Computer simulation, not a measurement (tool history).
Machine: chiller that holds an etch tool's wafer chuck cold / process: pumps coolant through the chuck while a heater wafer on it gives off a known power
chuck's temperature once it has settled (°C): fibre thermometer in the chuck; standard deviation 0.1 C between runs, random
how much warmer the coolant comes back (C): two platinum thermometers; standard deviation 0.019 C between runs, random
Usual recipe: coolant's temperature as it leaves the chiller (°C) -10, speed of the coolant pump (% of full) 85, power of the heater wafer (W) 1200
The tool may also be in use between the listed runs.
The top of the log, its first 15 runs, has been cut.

run      day  coolant's temperature as it leaves the chiller (°C)  speed of the coolant pump (% of full)  power of the heater wafer (W)  hours since the coolant was changed and the channels were flushed  hours since the pump was overhauled  hours since the chiller's thermometer was calibrated  chuck's temperature once it has settled (°C)  how much warmer the coolant comes back (C)
 16   58.279                                                  -10                                     96                           1200                                                               1790                                 5062                                                  4091                                           3.0                                        2.42
 17   62.450                                                   -1                                    100                           1014                                                               1890                                 5162                                                  4191                                           9.7                                        1.96
 18   65.633                                                  -15                                     99                           1676                                                               1966                                 5238                                                  4267                                           2.6                                        3.31
 19   70.154                                                  -15                                     99                           1676                                                               2075                                 5347                                                  4376                                           2.4                                        3.30
      72.150  -- chiller's thermometer calibrated
 20   73.575                                                  -15                                     99                           1676                                                               2156                                 5428                                                    34                                           2.2                                        3.30
 21   78.246                                                  -10                                     89                           1210                                                               2268                                 5540                                                   146                                           3.9                                        2.65
 22   81.496                                                  -10                                     70                           1302                                                               2346                                 5618                                                   224                                           8.1                                        3.71
 23   85.425                                                  -10                                     70                           1302                                                               2440                                 5712                                                   319                                           8.0                                        3.70
 24   89.388                                                  -10                                     70                           1302                                                               2535                                 5808                                                   414                                           8.1                                        3.71
 25   93.212                                                  -10                                     85                            636                                                               2627                                 5899                                                   506                                          -2.5                                        1.48
 26   96.896                                                  -10                                     85                            636                                                               2715                                 5988                                                   594                                          -2.4                                        1.52
 27   99.912                                                   -6                                     85                            636                                                               2788                                 6060                                                   666                                           1.5                                        1.50
 28  104.921                                                   -5                                     73                            670                                                               2908                                 6180                                                   787                                           4.2                                        1.85
 29  108.112                                                  -10                                     83                           1554                                                               2985                                 6257                                                   863                                           9.3                                        3.72
 30  112.817                                                  -12                                     82                            844                                                               3098                                 6370                                                   976                                          -1.4                                        2.09
 31  117.788                                                  -14                                     60                           1272                                                               3217                                 6489                                                  1095                                           6.8                                        4.31
 32  120.633                                                  -14                                     60                           1272                                                               3285                                 6557                                                  1164                                           6.7                                        4.37

Each row is a separate what-if for the run after 32, all from the same tool condition, not one after another. Results?
  A  124.196                                                  -16                                     85                           1370                                                               3371                                 6643                                                  1249                                             ?                                           ?
  B  124.196                                                  -14                                     85                           1200                                                               3371                                 6643                                                  1249                                             ?                                           ?
  C  124.196                                                  -14                                     97                           1272                                                               3371                                 6643                                                  1249                                             ?                                           ?
  D  124.196                                                  -16                                     97                           1200                                                               3371                                 6643                                                  1249                                             ?                                           ?

run  chuck's temperature once it has settled (°C)  how much warmer the coolant comes back (C)
  A                                           0.8                                        3.24
  B                                           0.9                                        2.83
  C                                           0.1                                        2.64
  D                                          -2.5                                        2.48
With the hidden condition removed and each run's random variation left untouched, the same runs would have given:
run  chuck's temperature once it has settled (°C)  how much warmer the coolant comes back (C)
  A                                          -2.2                                        2.86
  B                                          -1.7                                        2.50
  C                                          -2.4                                        2.33
  D                                          -4.9                                        2.19
